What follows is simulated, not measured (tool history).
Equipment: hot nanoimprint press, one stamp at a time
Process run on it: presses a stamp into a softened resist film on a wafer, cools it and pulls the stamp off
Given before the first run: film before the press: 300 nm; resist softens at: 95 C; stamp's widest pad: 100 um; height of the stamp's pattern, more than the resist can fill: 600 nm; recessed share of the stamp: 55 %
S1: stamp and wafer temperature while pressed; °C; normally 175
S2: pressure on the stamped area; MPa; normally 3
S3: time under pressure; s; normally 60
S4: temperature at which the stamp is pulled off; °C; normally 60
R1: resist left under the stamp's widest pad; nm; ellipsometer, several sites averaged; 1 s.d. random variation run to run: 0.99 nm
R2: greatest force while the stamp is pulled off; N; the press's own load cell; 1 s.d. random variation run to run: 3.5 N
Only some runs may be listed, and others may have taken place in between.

run 1 hour=0 | S1=175 S2=3 S3=60 S4=60 | R1=146.4 R2=166
run 2 hour=49.6 | S1=175 S2=3 S3=60 S4=60 | R1=144.2 R2=169
run 3 hour=81.9 | S1=175 S2=3 S3=60 S4=60 | R1=144.9 R2=163
run 4 hour=129.8 | S1=175 S2=3 S3=60 S4=60 | R1=143.9 R2=175
run 5 hour=178.7 | S1=175 S2=3 S3=60 S4=60 | R1=147.1 R2=173
run 6 hour=210.7 | S1=175 S2=3 S3=60 S4=60 | R1=146.3 R2=172
run 7 hour=246.5 | S1=175 S2=3 S3=60 S4=60 | R1=144.6 R2=163
run 8 hour=308.6 | S1=175 S2=2.5 S3=60 S4=60 | R1=157 R2=169
run 9 hour=348.5 | S1=175 S2=2.5 S3=60 S4=60 | R1=157.8 R2=172
run 10 hour=405.3 | S1=175 S2=2.5 S3=60 S4=60 | R1=156.7 R2=175
run 11 hour=448.4 | S1=175 S2=2.5 S3=60 S4=60 | R1=156 R2=175
run 12 hour=495 | S1=175 S2=3 S3=60 S4=60 | R1=146.2 R2=172
run 13 hour=541.1 | S1=175 S2=3 S3=60 S4=60 | R1=145.7 R2=166
run 14 hour=617 | S1=175 S2=3 S3=60 S4=60 | R1=146.3 R2=168
run 15 hour=675.1 | S1=175 S2=4.24 S3=60 S4=60 | R1=122.8 R2=169
run 16 hour=708 | S1=175 S2=2.28 S3=69 S4=60 | R1=155.4 R2=170
run 17 hour=754.1 | S1=168 S2=3.17 S3=69 S4=54 | R1=182.8 R2=192
run 18 hour=819.9 | S1=172 S2=1.82 S3=50 S4=66 | R1=210.6 R2=135
run 19 hour=897.1 | S1=172 S2=1.82 S3=50 S4=66 | R1=210.1 R2=139
run 20 hour=964.5 | S1=179 S2=2.21 S3=60 S4=66 | R1=141.9 R2=142
run 21 hour=1006.4 | S1=179 S2=2.21 S3=60 S4=66 | R1=143.5 R2=144
run 22 hour=1051.4 | S1=179 S2=2.21 S3=60 S4=66 | R1=142.6 R2=146
run 23 hour=1121 | S1=165 S2=3 S3=63 S4=60 | R1=207.4 R2=173
run 24 hour=1152.7 | S1=184 S2=3 S3=60 S4=53 | R1=100.4 R2=201
run 25 hour=1210.3 | S1=182 S2=3 S3=60 S4=68 | R1=108.6 R2=140
run 26 hour=1286.9 | S1=175 S2=3 S3=60 S4=67 | R1=145.9 R2=135
run 27 hour=1354.4 | S1=175 S2=3 S3=60 S4=67 | R1=145.4 R2=138
run 28 hour=1420.1 | S1=176 S2=3 S3=56 S4=65 | R1=142.8 R2=144
run 29 hour=1484.2 | S1=175 S2=2.23 S3=87 S4=52 | R1=146.3 R2=207
run 30 hour=1514.6 | S1=167 S2=3 S3=108 S4=60 | R1=168.6 R2=166

Not shown: 5 entries that the log had between the listed runs. Between which runs, and how does the tool's hidden state differ before and after?
After run 9, before run 10: plate thermocouple calibrated (hour 376.4)
  true temperature over the reading, C: -0.01 -> 0; grip of the stamp's worn release coat, % over a new coat's: 1 -> 1.1
After run 13, before run 14: stamp cleaned and given a new release coat (hour 578.8)
  true temperature over the reading, C: 0 -> -0.01; grip of the stamp's worn release coat, % over a new coat's: 1.5 -> 0.1
After run 18, before run 19: press's hydraulic seals changed and the load cell set to zero (hour 849.4)
  pressure that arrives at the usual setting, %: 99.95 -> 99.99; grip of the stamp's worn release coat, % over a new coat's: 0.5 -> 0.7
After run 25, before run 26: stamp cleaned and given a new release coat (hour 1272)
  grip of the stamp's worn release coat, % over a new coat's: 1.4 -> 0
After run 26, before run 27: plate thermocouple calibrated (hour 1303.2)
  true temperature over the reading, C: -0.02 -> -0.01; pressure that arrives at the usual setting, %: 99.98 -> 99.97; grip of the stamp's worn release coat, % over a new coat's: 0 -> 0.2
